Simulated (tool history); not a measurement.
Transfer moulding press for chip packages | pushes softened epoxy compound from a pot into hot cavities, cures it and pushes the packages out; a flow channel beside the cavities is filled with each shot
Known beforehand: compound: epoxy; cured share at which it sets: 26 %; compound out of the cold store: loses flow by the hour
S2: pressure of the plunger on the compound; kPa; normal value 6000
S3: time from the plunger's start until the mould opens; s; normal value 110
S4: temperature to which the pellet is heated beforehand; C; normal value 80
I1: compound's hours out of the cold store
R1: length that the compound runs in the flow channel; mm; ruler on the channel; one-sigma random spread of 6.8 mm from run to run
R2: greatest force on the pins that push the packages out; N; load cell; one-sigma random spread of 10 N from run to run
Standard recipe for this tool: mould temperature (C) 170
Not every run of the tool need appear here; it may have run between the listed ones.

{"run": 1, "day": 0.0, "mould temperature (C)": 170, "S2": 6000, "S3": 110, "S4": 80, "I1": 19.2, "R1": 749, "R2": 673}
{"run": 2, "day": 0.192, "mould temperature (C)": 170, "S2": 6000, "S3": 110, "S4": 80, "I1": 36.2, "R1": 684, "R2": 669}
{"run": 3, "day": 0.558, "mould temperature (C)": 170, "S2": 6000, "S3": 125, "S4": 80, "I1": 11.6, "R1": 796, "R2": 630}
{"run": 4, "day": 0.825, "mould temperature (C)": 170, "S2": 5660, "S3": 125, "S4": 80, "I1": 13.0, "R1": 755, "R2": 695}
{"run": 5, "day": 1.112, "mould temperature (C)": 170, "S2": 5660, "S3": 125, "S4": 80, "I1": 26.2, "R1": 708, "R2": 725}
{"run": 6, "day": 1.358, "mould temperature (C)": 170, "S2": 5660, "S3": 125, "S4": 80, "I1": 29.8, "R1": 672, "R2": 722}
{"run": 7, "day": 1.688, "mould temperature (C)": 170, "S2": 5660, "S3": 125, "S4": 80, "I1": 17.3, "R1": 742, "R2": 779}
{"run": 8, "day": 2.058, "mould temperature (C)": 170, "S2": 6000, "S3": 110, "S4": 80, "I1": 13.9, "R1": 769, "R2": 989}
{"run": 9, "day": 2.229, "mould temperature (C)": 170, "S2": 6000, "S3": 110, "S4": 80, "I1": 12.0, "R1": 781, "R2": 987}
{"run": 10, "day": 2.488, "mould temperature (C)": 170, "S2": 6000, "S3": 110, "S4": 82, "I1": 14.1, "R1": 778, "R2": 988}
{"run": 11, "day": 2.754, "mould temperature (C)": 170, "S2": 6000, "S3": 110, "S4": 82, "I1": 28.4, "R1": 705, "R2": 945}
{"run": 12, "day": 2.975, "mould temperature (C)": 170, "S2": 6000, "S3": 110, "S4": 86, "I1": 18.1, "R1": 744, "R2": 940}
{"day": 3.317, "done": "cavities cleaned with cleaning compound and waxed"}
{"run": 13, "day": 3.375, "mould temperature (C)": 170, "S2": 6000, "S3": 110, "S4": 86, "I1": 28.8, "R1": 691, "R2": 499}
{"run": 14, "day": 3.683, "mould temperature (C)": 170, "S2": 6000, "S3": 110, "S4": 86, "I1": 16.4, "R1": 752, "R2": 594}
{"run": 15, "day": 3.892, "mould temperature (C)": 170, "S2": 6000, "S3": 110, "S4": 86, "I1": 11.7, "R1": 782, "R2": 657}
{"run": 16, "day": 4.146, "mould temperature (C)": 167, "S2": 7440, "S3": 110, "S4": 85, "I1": 31.5, "R1": 771, "R2": 784}
{"day": 4.425, "done": "plunger's sealing rings changed"}
{"run": 17, "day": 4.512, "mould temperature (C)": 175, "S2": 6000, "S3": 110, "S4": 70, "I1": 13.6, "R1": 786, "R2": 630}
{"run": 18, "day": 4.704, "mould temperature (C)": 175, "S2": 6000, "S3": 110, "S4": 70, "I1": 47.8, "R1": 647, "R2": 627}
{"run": 19, "day": 4.883, "mould temperature (C)": 167, "S2": 6000, "S3": 110, "S4": 71, "I1": 26.7, "R1": 759, "R2": 976}
{"run": 20, "day": 5.229, "mould temperature (C)": 167, "S2": 6000, "S3": 110, "S4": 71, "I1": 32.8, "R1": 727, "R2": 1011}
{"run": 21, "day": 5.454, "mould temperature (C)": 166, "S2": 6000, "S3": 110, "S4": 71, "I1": 45.5, "R1": 678, "R2": 1056}
{"run": 22, "day": 5.738, "mould temperature (C)": 166, "S2": 6000, "S3": 110, "S4": 71, "I1": 39.8, "R1": 679, "R2": 1126}
{"run": 23, "day": 6.046, "mould temperature (C)": 164, "S2": 6000, "S3": 110, "S4": 84, "I1": 22.2, "R1": 768, "R2": 1304}
{"run": 24, "day": 6.358, "mould temperature (C)": 169, "S2": 5390, "S3": 110, "S4": 84, "I1": 24.5, "R1": 712, "R2": 1003}
{"run": 25, "day": 6.571, "mould temperature (C)": 170, "S2": 5250, "S3": 110, "S4": 90, "I1": 27.7, "R1": 687, "R2": 933}
{"run": 26, "day": 6.917, "mould temperature (C)": 170, "S2": 6810, "S3": 110, "S4": 90, "I1": 12.3, "R1": 846, "R2": 948}

The next listed run, before its measurement:
{"run": 27, "day": 7.279, "mould temperature (C)": 165, "S2": 4840, "S3": 133, "S4": 85, "I1": 19.2, "R1": "?", "R2": "?"}

{"run 27": {"R1": 687, "R2": 941}}
With no hidden state in the tool, this same run would have given R1 697 mm, R2 453 N.

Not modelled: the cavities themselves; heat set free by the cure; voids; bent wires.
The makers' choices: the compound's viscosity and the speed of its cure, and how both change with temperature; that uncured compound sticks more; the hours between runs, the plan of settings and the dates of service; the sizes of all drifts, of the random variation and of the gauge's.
